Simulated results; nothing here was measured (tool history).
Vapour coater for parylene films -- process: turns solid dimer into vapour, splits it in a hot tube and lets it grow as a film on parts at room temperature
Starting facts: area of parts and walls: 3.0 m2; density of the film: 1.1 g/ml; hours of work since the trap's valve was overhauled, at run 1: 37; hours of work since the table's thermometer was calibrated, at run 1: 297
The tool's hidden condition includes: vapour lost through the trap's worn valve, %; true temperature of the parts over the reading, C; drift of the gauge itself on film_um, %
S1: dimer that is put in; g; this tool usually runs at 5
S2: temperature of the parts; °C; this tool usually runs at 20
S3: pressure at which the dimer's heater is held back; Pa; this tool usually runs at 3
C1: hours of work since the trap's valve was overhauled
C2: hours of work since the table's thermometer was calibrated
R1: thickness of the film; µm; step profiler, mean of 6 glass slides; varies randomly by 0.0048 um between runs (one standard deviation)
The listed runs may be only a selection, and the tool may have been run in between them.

run   hour  S1  S2     S3   C1   C2     R1
  1      0   5  20      3   37  297  0.763
  2   29.5   5  20      3   49  309  0.768
  3   62.9   5  20      3   64  324  0.765
  4     85   5  20      3   73  333  0.752
  5  104.8   5  20      3   82  342  0.752
  6  131.4   5  20      3   93  353  0.751
  7  161.8   5  20      3  106  366  0.762
  8  181.3   5  20      3  114  374  0.756
     184.7  -- table's thermometer calibrated
  9  205.2   5  20      3  124    9  0.753
 10  221.8   5  20      3  131   16   0.75
 11  242.8   5  20  10.59  140   25   0.56
 12  261.4   5  20  10.59  148   33  0.564
 13  290.2   5  20      3  161   45  0.742
 14  320.6   5  13   4.77  174   58  0.868
     333.3  -- table's thermometer calibrated, once more
 15  355.5   2  17      3  188    9  0.336
 16  378.2   5  20   6.84  198   19  0.622
 17  405.9   7  14   4.76  210   31  1.194
 18  440.5   6  14   7.13  224   46  0.929
 19  466.2   6  14   7.13  235   57  0.918
 20  496.3   3  14  11.72  248   70  0.409
 21  521.3   8  14  11.72  259   80  1.096
 22  537.1   3  14  11.28  266   87  0.418
 23  558.1   7  20   6.25  275   96  0.869
 24  574.7   5  20   11.1  282  103  0.545
     592.5  -- trap's valve overhauled
 25  597.1   2  27   2.43    2  111  0.257
 26  616.1   3  25   2.75   10  119  0.396

For each entry between runs, how does the tool's hidden state at the last listed run before it compare with that at the first listed run after it?
After run 8, before run 9: table's thermometer calibrated (hour 184.7)
  vapour lost through the trap's worn valve, %: 3.4 -> 3.7; true temperature of the parts over the reading, C: 0.16 -> 0.19
  measured less the result without the state, R1: -0.032 -> -0.034 µm
After run 14, before run 15: table's thermometer calibrated, once more (hour 333.3)
  vapour lost through the trap's worn valve, %: 4.8 -> 5.2; true temperature of the parts over the reading, C: 0.21 -> -0.14
  measured less the result without the state, R1: -0.052 -> -0.016 µm
After run 24, before run 25: trap's valve overhauled (hour 592.5)
  vapour lost through the trap's worn valve, %: 7.5 -> 0.3; true temperature of the parts over the reading, C: -0.11 -> -0.1
  measured less the result without the state, R1: -0.042 -> +0.001 µm

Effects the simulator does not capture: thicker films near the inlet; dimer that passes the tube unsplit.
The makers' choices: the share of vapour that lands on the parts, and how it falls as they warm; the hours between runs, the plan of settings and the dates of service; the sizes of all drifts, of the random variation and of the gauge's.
